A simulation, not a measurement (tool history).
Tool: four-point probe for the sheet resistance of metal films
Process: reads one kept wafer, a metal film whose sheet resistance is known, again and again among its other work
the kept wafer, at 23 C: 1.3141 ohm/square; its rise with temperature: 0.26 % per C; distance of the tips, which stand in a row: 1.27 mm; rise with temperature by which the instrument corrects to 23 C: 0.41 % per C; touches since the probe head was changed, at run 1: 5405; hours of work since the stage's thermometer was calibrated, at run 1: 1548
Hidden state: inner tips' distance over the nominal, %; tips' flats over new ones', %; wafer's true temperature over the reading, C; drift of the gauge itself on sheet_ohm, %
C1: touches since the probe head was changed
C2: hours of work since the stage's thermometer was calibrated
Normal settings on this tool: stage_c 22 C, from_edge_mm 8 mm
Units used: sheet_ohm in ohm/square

{"run": 1, "day": 0.0, "stage_c": 22, "from_edge_mm": 8, "C1": 5405, "C2": 1548, "sheet_ohm": 1.333352}
{"run": 2, "day": 0.933, "stage_c": 22, "from_edge_mm": 8, "C1": 5687, "C2": 1558, "sheet_ohm": 1.33314}
{"run": 3, "day": 2.171, "stage_c": 22, "from_edge_mm": 8, "C1": 6063, "C2": 1572, "sheet_ohm": 1.333424}
{"run": 4, "day": 3.029, "stage_c": 22, "from_edge_mm": 8, "C1": 6323, "C2": 1582, "sheet_ohm": 1.333689}
{"run": 5, "day": 3.817, "stage_c": 22, "from_edge_mm": 8, "C1": 6563, "C2": 1590, "sheet_ohm": 1.334162}
{"run": 6, "day": 4.404, "stage_c": 22, "from_edge_mm": 8, "C1": 6741, "C2": 1597, "sheet_ohm": 1.333475}
{"run": 7, "day": 5.121, "stage_c": 22, "from_edge_mm": 8, "C1": 6959, "C2": 1605, "sheet_ohm": 1.333483}
{"run": 8, "day": 5.946, "stage_c": 22, "from_edge_mm": 8, "C1": 7208, "C2": 1614, "sheet_ohm": 1.333295}
{"run": 9, "day": 7.146, "stage_c": 22, "from_edge_mm": 18, "C1": 7573, "C2": 1627, "sheet_ohm": 1.31991}
{"run": 10, "day": 7.738, "stage_c": 22, "from_edge_mm": 8, "C1": 7753, "C2": 1634, "sheet_ohm": 1.333888}
{"run": 11, "day": 8.571, "stage_c": 22, "from_edge_mm": 8, "C1": 8005, "C2": 1643, "sheet_ohm": 1.333933}
{"run": 12, "day": 9.404, "stage_c": 22, "from_edge_mm": 8, "C1": 8258, "C2": 1652, "sheet_ohm": 1.333464}
{"run": 13, "day": 10.088, "stage_c": 22, "from_edge_mm": 8, "C1": 8466, "C2": 1660, "sheet_ohm": 1.333837}
{"run": 14, "day": 11.0, "stage_c": 20, "from_edge_mm": 8, "C1": 8742, "C2": 1670, "sheet_ohm": 1.337886}
{"run": 15, "day": 12.1, "stage_c": 30, "from_edge_mm": 74, "C1": 9076, "C2": 1682, "sheet_ohm": 1.301243}
{"run": 16, "day": 12.658, "stage_c": 30, "from_edge_mm": 74, "C1": 9246, "C2": 1689, "sheet_ohm": 1.300918}
{"run": 17, "day": 13.171, "stage_c": 24, "from_edge_mm": 17, "C1": 9401, "C2": 1694, "sheet_ohm": 1.315648}
{"run": 18, "day": 14.221, "stage_c": 18, "from_edge_mm": 56, "C1": 9719, "C2": 1706, "sheet_ohm": 1.324452}
{"run": 19, "day": 15.329, "stage_c": 34, "from_edge_mm": 25, "C1": 10055, "C2": 1718, "sheet_ohm": 1.295739}
{"run": 20, "day": 16.542, "stage_c": 34, "from_edge_mm": 25, "C1": 10424, "C2": 1732, "sheet_ohm": 1.294922}
{"run": 21, "day": 17.204, "stage_c": 34, "from_edge_mm": 25, "C1": 10624, "C2": 1739, "sheet_ohm": 1.295335}
{"run": 22, "day": 17.825, "stage_c": 30, "from_edge_mm": 9, "C1": 10812, "C2": 1746, "sheet_ohm": 1.314359}
{"run": 23, "day": 18.883, "stage_c": 34, "from_edge_mm": 7, "C1": 11134, "C2": 1758, "sheet_ohm": 1.316372}
{"run": 24, "day": 19.812, "stage_c": 34, "from_edge_mm": 7, "C1": 11416, "C2": 1768, "sheet_ohm": 1.316101}
{"run": 25, "day": 20.879, "stage_c": 30, "from_edge_mm": 23, "C1": 11739, "C2": 1780, "sheet_ohm": 1.302943}
{"run": 26, "day": 22.05, "stage_c": 30, "from_edge_mm": 45, "C1": 12095, "C2": 1793, "sheet_ohm": 1.301425}
{"run": 27, "day": 23.288, "stage_c": 19, "from_edge_mm": 5, "C1": 12470, "C2": 1806, "sheet_ohm": 1.365673}
{"run": 28, "day": 23.917, "stage_c": 19, "from_edge_mm": 5, "C1": 12660, "C2": 1813, "sheet_ohm": 1.366189}

3 ways to go on from here, each from the tool as it stands after run 28. What would each give?
{"run": "A", "day": 24.521, "stage_c": 22, "from_edge_mm": 14, "C1": 12844, "C2": 1820, "sheet_ohm": "?"}
{"run": "B", "day": 24.521, "stage_c": 23, "from_edge_mm": 33, "C1": 12844, "C2": 1820, "sheet_ohm": "?"}
{"run": "C", "day": 24.521, "stage_c": 19, "from_edge_mm": 11, "C1": 12844, "C2": 1820, "sheet_ohm": "?"}

run=A sheet_ohm=1.322023
run=B sheet_ohm=1.315252
run=C sheet_ohm=1.331571
Without the tool's hidden state the same runs would have given:
run=A sheet_ohm=1.322005
run=B sheet_ohm=1.315234
run=C sheet_ohm=1.331552

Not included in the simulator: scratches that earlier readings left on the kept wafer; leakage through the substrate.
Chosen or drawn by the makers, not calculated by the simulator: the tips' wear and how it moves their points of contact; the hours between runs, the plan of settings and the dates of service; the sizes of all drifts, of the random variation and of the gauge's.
